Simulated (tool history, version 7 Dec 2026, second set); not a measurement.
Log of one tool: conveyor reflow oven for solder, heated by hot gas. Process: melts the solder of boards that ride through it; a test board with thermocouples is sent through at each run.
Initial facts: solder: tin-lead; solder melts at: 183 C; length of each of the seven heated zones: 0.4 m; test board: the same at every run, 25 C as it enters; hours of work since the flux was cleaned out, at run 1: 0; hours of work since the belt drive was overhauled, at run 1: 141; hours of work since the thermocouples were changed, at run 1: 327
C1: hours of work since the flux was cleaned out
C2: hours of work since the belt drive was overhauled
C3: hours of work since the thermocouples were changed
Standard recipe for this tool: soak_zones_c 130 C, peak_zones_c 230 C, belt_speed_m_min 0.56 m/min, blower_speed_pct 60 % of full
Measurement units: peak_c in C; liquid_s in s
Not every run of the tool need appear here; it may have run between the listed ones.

run 1 hour=0 | soak_zones_c=130 peak_zones_c=230 belt_speed_m_min=0.56 blower_speed_pct=60 | C1=0 C2=141 C3=327 | peak_c=211 liquid_s=55.7
run 2 hour=3.9 | soak_zones_c=130 peak_zones_c=230 belt_speed_m_min=0.56 blower_speed_pct=60 | C1=3 C2=144 C3=330 | peak_c=211.5 liquid_s=55.8
run 3 hour=11.7 | soak_zones_c=130 peak_zones_c=230 belt_speed_m_min=0.56 blower_speed_pct=60 | C1=9 C2=149 C3=336 | peak_c=211.7 liquid_s=55.4
run 4 hour=20 | soak_zones_c=130 peak_zones_c=230 belt_speed_m_min=0.542 blower_speed_pct=60 | C1=15 C2=155 C3=342 | peak_c=212.2 liquid_s=58.2
run 5 hour=27.1 | soak_zones_c=130 peak_zones_c=230 belt_speed_m_min=0.542 blower_speed_pct=60 | C1=20 C2=160 C3=347 | peak_c=212 liquid_s=58.5
run 6 hour=36.1 | soak_zones_c=130 peak_zones_c=230 belt_speed_m_min=0.542 blower_speed_pct=60 | C1=26 C2=167 C3=353 | peak_c=211.9 liquid_s=58.8
run 7 hour=41.5 | soak_zones_c=130 peak_zones_c=230 belt_speed_m_min=0.56 blower_speed_pct=60 | C1=30 C2=171 C3=357 | peak_c=211.4 liquid_s=54.7
run 8 hour=50.4 | soak_zones_c=130 peak_zones_c=230 belt_speed_m_min=0.56 blower_speed_pct=60 | C1=36 C2=177 C3=363 | peak_c=210.3 liquid_s=55.1
run 9 hour=55.8 | soak_zones_c=130 peak_zones_c=230 belt_speed_m_min=0.56 blower_speed_pct=60 | C1=40 C2=181 C3=367 | peak_c=210.2 liquid_s=55.3
run 10 hour=60.9 | soak_zones_c=130 peak_zones_c=230 belt_speed_m_min=0.466 blower_speed_pct=60 | C1=44 C2=184 C3=371 | peak_c=216.1 liquid_s=74.1
-- hour=65.5 belt drive overhauled, speed set with a stopwatch
run 11 hour=69.5 | soak_zones_c=130 peak_zones_c=230 belt_speed_m_min=0.56 blower_speed_pct=77 | C1=47 C2=3 C3=374 | peak_c=213.3 liquid_s=58.8
run 12 hour=75.4 | soak_zones_c=130 peak_zones_c=230 belt_speed_m_min=0.56 blower_speed_pct=60 | C1=51 C2=7 C3=378 | peak_c=210.8 liquid_s=55.1
run 13 hour=80.3 | soak_zones_c=126 peak_zones_c=230 belt_speed_m_min=0.56 blower_speed_pct=60 | C1=55 C2=11 C3=382 | peak_c=210.3 liquid_s=52.2
run 14 hour=89.6 | soak_zones_c=126 peak_zones_c=230 belt_speed_m_min=0.56 blower_speed_pct=60 | C1=62 C2=17 C3=389 | peak_c=209.6 liquid_s=52.3
run 15 hour=93.4 | soak_zones_c=126 peak_zones_c=230 belt_speed_m_min=0.56 blower_speed_pct=60 | C1=64 C2=20 C3=391 | peak_c=209.9 liquid_s=52.6
-- hour=102.7 belt drive overhauled, speed set with a stopwatch, once more
run 16 hour=104.6 | soak_zones_c=126 peak_zones_c=230 belt_speed_m_min=0.56 blower_speed_pct=60 | C1=69 C2=1 C3=396 | peak_c=209 liquid_s=51.7
run 17 hour=111.2 | soak_zones_c=133 peak_zones_c=230 belt_speed_m_min=0.62 blower_speed_pct=60 | C1=74 C2=6 C3=401 | peak_c=207.5 liquid_s=45.4
run 18 hour=118.4 | soak_zones_c=130 peak_zones_c=219 belt_speed_m_min=0.56 blower_speed_pct=83 | C1=79 C2=11 C3=406 | peak_c=204.1 liquid_s=49
run 19 hour=127.5 | soak_zones_c=130 peak_zones_c=219 belt_speed_m_min=0.544 blower_speed_pct=77 | C1=86 C2=18 C3=413 | peak_c=204.1 liquid_s=50.7
run 20 hour=132.1 | soak_zones_c=132 peak_zones_c=235 belt_speed_m_min=0.632 blower_speed_pct=52 | C1=89 C2=21 C3=416 | peak_c=207.7 liquid_s=44.5
run 21 hour=135.8 | soak_zones_c=132 peak_zones_c=235 belt_speed_m_min=0.632 blower_speed_pct=52 | C1=92 C2=24 C3=419 | peak_c=208.4 liquid_s=44.6
run 22 hour=142.6 | soak_zones_c=134 peak_zones_c=229 belt_speed_m_min=0.56 blower_speed_pct=62 | C1=97 C2=29 C3=424 | peak_c=209.4 liquid_s=55.9
run 23 hour=149.8 | soak_zones_c=126 peak_zones_c=218 belt_speed_m_min=0.658 blower_speed_pct=58 | C1=102 C2=34 C3=429 | peak_c=192.1 liquid_s=21.7
run 24 hour=157.4 | soak_zones_c=139 peak_zones_c=230 belt_speed_m_min=0.56 blower_speed_pct=61 | C1=107 C2=39 C3=434 | peak_c=212 liquid_s=59
run 25 hour=162.4 | soak_zones_c=124 peak_zones_c=221 belt_speed_m_min=0.593 blower_speed_pct=75 | C1=111 C2=43 C3=438 | peak_c=201.4 liquid_s=39.3
run 26 hour=170.6 | soak_zones_c=135 peak_zones_c=227 belt_speed_m_min=0.56 blower_speed_pct=61 | C1=117 C2=49 C3=444 | peak_c=208.9 liquid_s=54.3
run 27 hour=179.3 | soak_zones_c=135 peak_zones_c=218 belt_speed_m_min=0.65 blower_speed_pct=55 | C1=123 C2=55 C3=450 | peak_c=194.4 liquid_s=27.1
run 28 hour=184.9 | soak_zones_c=135 peak_zones_c=218 belt_speed_m_min=0.65 blower_speed_pct=55 | C1=127 C2=59 C3=454 | peak_c=193.6 liquid_s=26.8
run 29 hour=189.9 | soak_zones_c=130 peak_zones_c=230 belt_speed_m_min=0.56 blower_speed_pct=57 | C1=131 C2=62 C3=458 | peak_c=208.4 liquid_s=52.3
run 30 hour=198.7 | soak_zones_c=130 peak_zones_c=230 belt_speed_m_min=0.56 blower_speed_pct=57 | C1=137 C2=69 C3=464 | peak_c=208.1 liquid_s=52.7
run 31 hour=203 | soak_zones_c=121 peak_zones_c=230 belt_speed_m_min=0.56 blower_speed_pct=60 | C1=140 C2=72 C3=467 | peak_c=208.1 liquid_s=47.8

Consider 4 possible next runs. They are alternatives, not a sequence: every one starts from the tool as it was left by run 31. What does each give?
run A hour=208.6 | soak_zones_c=121 peak_zones_c=222 belt_speed_m_min=0.481 blower_speed_pct=53 | C1=144 C2=76 C3=471 | peak_c=? liquid_s=?
run B hour=208.6 | soak_zones_c=127 peak_zones_c=238 belt_speed_m_min=0.56 blower_speed_pct=60 | C1=144 C2=76 C3=471 | peak_c=? liquid_s=?
run C hour=208.6 | soak_zones_c=128 peak_zones_c=230 belt_speed_m_min=0.568 blower_speed_pct=77 | C1=144 C2=76 C3=471 | peak_c=? liquid_s=?
run D hour=208.6 | soak_zones_c=124 peak_zones_c=230 belt_speed_m_min=0.56 blower_speed_pct=61 | C1=144 C2=76 C3=471 | peak_c=? liquid_s=?

run=A peak_c=203.8 liquid_s=53.5
run=B peak_c=215.3 liquid_s=57.5
run=C peak_c=211.1 liquid_s=54
run=D peak_c=208 liquid_s=49.7
Take away the tool's hidden state, keep each run's random variation, and the runs would have read:
run=A peak_c=206.7 liquid_s=58.1
run=B peak_c=218.6 liquid_s=60.7
run=C peak_c=214.4 liquid_s=57.5
run=D peak_c=211.3 liquid_s=53.5

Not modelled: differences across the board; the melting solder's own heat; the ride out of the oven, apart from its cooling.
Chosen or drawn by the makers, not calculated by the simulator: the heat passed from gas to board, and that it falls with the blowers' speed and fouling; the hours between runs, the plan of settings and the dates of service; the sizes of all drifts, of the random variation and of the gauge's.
